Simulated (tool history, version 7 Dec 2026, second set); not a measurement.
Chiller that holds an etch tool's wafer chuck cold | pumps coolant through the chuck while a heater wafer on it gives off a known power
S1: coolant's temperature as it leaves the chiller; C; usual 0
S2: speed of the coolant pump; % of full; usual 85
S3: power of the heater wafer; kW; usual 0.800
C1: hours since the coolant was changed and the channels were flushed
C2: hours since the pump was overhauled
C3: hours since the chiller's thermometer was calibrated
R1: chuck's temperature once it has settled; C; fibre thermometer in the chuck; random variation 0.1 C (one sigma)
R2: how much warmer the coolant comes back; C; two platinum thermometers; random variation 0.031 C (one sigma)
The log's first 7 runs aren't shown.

| run | hour | S1 | S2 | S3 | C1 | C2 | C3 | R1 | R2 |
|---|---|---|---|---|---|---|---|---|---|
| 8 | 585.4 | -1 | 85 | 0.800 | 5432 | 4676 | 301 | 7.3 | 3.32 |
| 9 | 634.6 | -1 | 85 | 0.800 | 5482 | 4725 | 351 | 7.3 | 3.30 |
| 10 | 747.8 | -1 | 85 | 0.800 | 5595 | 4838 | 464 | 7.4 | 3.27 |
| 11 | 800.0 | -1 | 85 | 0.800 | 5647 | 4891 | 516 | 7.3 | 3.34 |
| 12 | 879.2 | 0 | 85 | 0.800 | 5726 | 4970 | 595 | 8.4 | 3.34 |
| 13 | 941.6 | 0 | 85 | 0.800 | 5789 | 5032 | 658 | 8.4 | 3.31 |
| 14 | 994.2 | 0 | 85 | 0.800 | 5841 | 5085 | 710 | 8.4 | 3.35 |
|  | 1078.5 | coolant changed, channels flushed |
| 15 | 1078.5 | 0 | 85 | 0.800 | 0 | 5163 | 788 | 8.1 | 3.29 |
| 16 | 1184.0 | 0 | 85 | 0.800 | 106 | 5269 | 894 | 7.9 | 3.32 |
| 17 | 1261.7 | 4 | 80 | 0.800 | 183 | 5346 | 972 | 12.3 | 3.54 |
| 18 | 1312.5 | 0 | 64 | 0.800 | 234 | 5397 | 1023 | 9.9 | 4.46 |
| 19 | 1361.0 | -7 | 85 | 0.522 | 283 | 5446 | 1071 | -1.8 | 2.17 |
| 20 | 1425.6 | -7 | 85 | 0.522 | 347 | 5510 | 1136 | -1.7 | 2.20 |
| 21 | 1523.0 | -7 | 85 | 0.522 | 445 | 5608 | 1233 | -1.8 | 2.16 |
| 22 | 1636.4 | 3 | 91 | 0.595 | 558 | 5721 | 1346 | 8.5 | 2.30 |
| 23 | 1707.8 | -3 | 66 | 0.845 | 629 | 5792 | 1418 | 7.1 | 4.53 |
| 24 | 1769.2 | 0 | 62 | 0.906 | 691 | 5854 | 1479 | 11.5 | 5.21 |
| 25 | 1825.6 | -5 | 83 | 0.910 | 747 | 5910 | 1536 | 4.4 | 3.86 |
| 26 | 1904.0 | -5 | 67 | 0.910 | 826 | 5989 | 1614 | 6.0 | 4.84 |
| 27 | 1999.5 | 0 | 62 | 0.438 | 921 | 6084 | 1709 | 5.7 | 2.48 |
| 28 | 2088.4 | 0 | 62 | 0.819 | 1010 | 6173 | 1798 | 10.7 | 4.73 |
| 29 | 2173.2 | 4 | 77 | 0.851 | 1095 | 6258 | 1883 | 13.3 | 3.95 |
| 30 | 2231.8 | 4 | 77 | 0.851 | 1153 | 6316 | 1942 | 13.5 | 4.01 |
| 31 | 2341.2 | 4 | 77 | 0.851 | 1263 | 6426 | 2051 | 13.5 | 4.00 |
| 32 | 2416.3 | -5 | 98 | 0.413 | 1338 | 6501 | 2126 | -1.1 | 1.52 |

Forecast each of these 4 alternatives for the next run:
| A | 2515.1 | 4 | 67 | 0.477 | 1437 | 6600 | 2225 | ? | ? |
| B | 2515.1 | -9 | 79 | 0.735 | 1437 | 6600 | 2225 | ? | ? |
| C | 2515.1 | 8 | 98 | 0.979 | 1437 | 6600 | 2225 | ? | ? |
| D | 2515.1 | -4 | 70 | 0.581 | 1437 | 6600 | 2225 | ? | ? |

| run | R1 | R2 |
|---|---|---|
| A | 10.0 | 2.52 |
| B | -0.9 | 3.32 |
| C | 17.2 | 3.59 |
| D | 3.0 | 3.00 |
Without the tool's hidden state the same runs would have given:
| run | R1 | R2 |
|---|---|---|
| A | 9.5 | 2.36 |
| B | -1.5 | 3.12 |
| C | 16.5 | 3.38 |
| D | 2.4 | 2.82 |
